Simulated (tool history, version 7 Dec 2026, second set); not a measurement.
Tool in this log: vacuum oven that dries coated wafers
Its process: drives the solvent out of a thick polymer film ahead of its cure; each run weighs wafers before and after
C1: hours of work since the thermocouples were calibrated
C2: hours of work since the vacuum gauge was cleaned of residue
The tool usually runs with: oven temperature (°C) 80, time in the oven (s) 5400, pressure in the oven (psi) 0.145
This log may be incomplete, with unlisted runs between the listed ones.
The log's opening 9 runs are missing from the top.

run 10 hour=196.1 | oven_temperature_(°C)=80 time_in_the_oven_(s)=4680 pressure_in_the_oven_(psi)=0.145 | C1=823 C2=456 | solvent_left_in_the_film_(%)=1.99
run 11 hour=214.6 | oven_temperature_(°C)=80 time_in_the_oven_(s)=4680 pressure_in_the_oven_(psi)=0.125 | C1=832 C2=465 | solvent_left_in_the_film_(%)=1.99
run 12 hour=228.1 | oven_temperature_(°C)=80 time_in_the_oven_(s)=5400 pressure_in_the_oven_(psi)=0.129 | C1=838 C2=471 | solvent_left_in_the_film_(%)=1.53
run 13 hour=244.6 | oven_temperature_(°C)=72 time_in_the_oven_(s)=5400 pressure_in_the_oven_(psi)=0.145 | C1=846 C2=479 | solvent_left_in_the_film_(%)=3.68
run 14 hour=270.5 | oven_temperature_(°C)=72 time_in_the_oven_(s)=5400 pressure_in_the_oven_(psi)=0.145 | C1=858 C2=492 | solvent_left_in_the_film_(%)=3.63
run 15 hour=288.3 | oven_temperature_(°C)=80 time_in_the_oven_(s)=5400 pressure_in_the_oven_(psi)=0.145 | C1=867 C2=500 | solvent_left_in_the_film_(%)=1.55
run 16 hour=308.3 | oven_temperature_(°C)=80 time_in_the_oven_(s)=5400 pressure_in_the_oven_(psi)=0.145 | C1=877 C2=510 | solvent_left_in_the_film_(%)=1.53
run 17 hour=322.6 | oven_temperature_(°C)=79 time_in_the_oven_(s)=5400 pressure_in_the_oven_(psi)=0.145 | C1=884 C2=517 | solvent_left_in_the_film_(%)=1.77
run 18 hour=340.4 | oven_temperature_(°C)=89 time_in_the_oven_(s)=5400 pressure_in_the_oven_(psi)=0.091 | C1=892 C2=525 | solvent_left_in_the_film_(%)=0.37
run 19 hour=364.0 | oven_temperature_(°C)=83 time_in_the_oven_(s)=7260 pressure_in_the_oven_(psi)=0.091 | C1=904 C2=537 | solvent_left_in_the_film_(%)=0.49
run 20 hour=385.7 | oven_temperature_(°C)=83 time_in_the_oven_(s)=3000 pressure_in_the_oven_(psi)=0.112 | C1=914 C2=547 | solvent_left_in_the_film_(%)=3.17
run 21 hour=401.4 | oven_temperature_(°C)=88 time_in_the_oven_(s)=5400 pressure_in_the_oven_(psi)=0.254 | C1=922 C2=555 | solvent_left_in_the_film_(%)=0.80
run 22 hour=426.3 | oven_temperature_(°C)=88 time_in_the_oven_(s)=5400 pressure_in_the_oven_(psi)=0.254 | C1=934 C2=567 | solvent_left_in_the_film_(%)=0.69
run 23 hour=439.8 | oven_temperature_(°C)=80 time_in_the_oven_(s)=5400 pressure_in_the_oven_(psi)=0.078 | C1=940 C2=573 | solvent_left_in_the_film_(%)=1.41
run 24 hour=467.1 | oven_temperature_(°C)=94 time_in_the_oven_(s)=5280 pressure_in_the_oven_(psi)=0.145 | C1=953 C2=587 | solvent_left_in_the_film_(%)=0.26
run 25 hour=493.2 | oven_temperature_(°C)=81 time_in_the_oven_(s)=9240 pressure_in_the_oven_(psi)=0.392 | C1=966 C2=599 | solvent_left_in_the_film_(%)=1.09
run 26 hour=512.2 | oven_temperature_(°C)=88 time_in_the_oven_(s)=2940 pressure_in_the_oven_(psi)=0.392 | C1=975 C2=608 | solvent_left_in_the_film_(%)=2.47
run 27 hour=537.7 | oven_temperature_(°C)=68 time_in_the_oven_(s)=4200 pressure_in_the_oven_(psi)=0.392 | C1=987 C2=621 | solvent_left_in_the_film_(%)=7.35
run 28 hour=566.7 | oven_temperature_(°C)=68 time_in_the_oven_(s)=4200 pressure_in_the_oven_(psi)=0.392 | C1=1001 C2=634 | solvent_left_in_the_film_(%)=7.43
run 29 hour=588.7 | oven_temperature_(°C)=90 time_in_the_oven_(s)=3240 pressure_in_the_oven_(psi)=0.245 | C1=1012 C2=645 | solvent_left_in_the_film_(%)=1.49
run 30 hour=610.9 | oven_temperature_(°C)=90 time_in_the_oven_(s)=3240 pressure_in_the_oven_(psi)=0.245 | C1=1023 C2=656 | solvent_left_in_the_film_(%)=1.50
run 31 hour=626.9 | oven_temperature_(°C)=81 time_in_the_oven_(s)=7980 pressure_in_the_oven_(psi)=0.193 | C1=1030 C2=664 | solvent_left_in_the_film_(%)=0.76
run 32 hour=644.8 | oven_temperature_(°C)=78 time_in_the_oven_(s)=6120 pressure_in_the_oven_(psi)=0.286 | C1=1039 C2=672 | solvent_left_in_the_film_(%)=1.99
run 33 hour=666.7 | oven_temperature_(°C)=84 time_in_the_oven_(s)=5400 pressure_in_the_oven_(psi)=0.080 | C1=1049 C2=683 | solvent_left_in_the_film_(%)=0.87
run 34 hour=693.9 | oven_temperature_(°C)=83 time_in_the_oven_(s)=6600 pressure_in_the_oven_(psi)=0.421 | C1=1063 C2=696 | solvent_left_in_the_film_(%)=1.31

Alternative continuations, all from the tool just after run 34; predict every row:
run A hour=722.3 | oven_temperature_(°C)=93 time_in_the_oven_(s)=3660 pressure_in_the_oven_(psi)=0.513 | C1=1076 C2=710 | solvent_left_in_the_film_(%)=?
run B hour=722.3 | oven_temperature_(°C)=80 time_in_the_oven_(s)=8460 pressure_in_the_oven_(psi)=0.096 | C1=1076 C2=710 | solvent_left_in_the_film_(%)=?
run C hour=722.3 | oven_temperature_(°C)=80 time_in_the_oven_(s)=4980 pressure_in_the_oven_(psi)=0.145 | C1=1076 C2=710 | solvent_left_in_the_film_(%)=?

run=A solvent_left_in_the_film_(%)=1.29
run=B solvent_left_in_the_film_(%)=0.56
run=C solvent_left_in_the_film_(%)=1.94
Stripped of hidden state, with their random variation kept, the same runs would have yielded:
run=A solvent_left_in_the_film_(%)=1.09
run=B solvent_left_in_the_film_(%)=0.41
run=C solvent_left_in_the_film_(%)=1.54
